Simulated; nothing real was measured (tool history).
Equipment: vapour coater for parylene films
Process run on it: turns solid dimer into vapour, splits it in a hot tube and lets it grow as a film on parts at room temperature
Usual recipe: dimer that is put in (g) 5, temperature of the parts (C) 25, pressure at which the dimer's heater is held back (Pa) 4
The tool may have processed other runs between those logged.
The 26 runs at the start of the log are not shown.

run,hour,dimer that is put in (g),temperature of the parts (C),pressure at which the dimer's heater is held back (Pa),hours of work since the trap's valve was overhauled,hours of work since the table's thermometer was calibrated,thickness of the film (µm)
27,485,5,25,5,313,1084,0.857
28,499.3,5,25,5,325,1096,0.877
29,515.8,5,25,5,339,1111,0.871
30,529.2,5,25,2.32,351,1122,0.951
31,542.8,5,25,2.32,363,1134,0.964
32,569.6,5,25,2.32,386,1157,0.941
33,582.1,5,25,2.32,397,1168,0.952
# hour 595: trap's valve overhauled
34,604.3,3,25,5.2,8,1184,0.545
35,623.8,7,25,4,25,1200,1.339
36,636.1,4,25,8.7,36,1211,0.686
37,652.4,4,26,9.36,50,1225,0.642
38,668.7,4,26,9.36,64,1239,0.641
39,696.4,4,26,9.36,88,1263,0.635
40,709.1,4,26,9.36,99,1274,0.632
41,735,4,26,9.36,121,1296,0.622
42,746.3,5,24,7.74,131,1306,0.889
43,764.2,5,19,7.54,146,1322,1.105
44,791.8,7,20,3.29,170,1346,1.662
45,818.7,3,33,3.51,193,1369,0.393
46,833.9,4,33,3.51,206,1382,0.518
47,857.8,9,30,4.24,227,1403,1.282

3 ways to go on from here, each from the tool as it stands after run 47. What would each give?
A,880.3,5,25,3.31,247,1422,?
B,880.3,5,25,4,247,1422,?
C,880.3,4,34,2.94,247,1422,?

run,thickness of the film (µm)
A,0.931
B,0.885
C,0.497
Without the tool's hidden state the same runs would have given:
run,thickness of the film (µm)
A,0.972
B,0.925
C,0.519
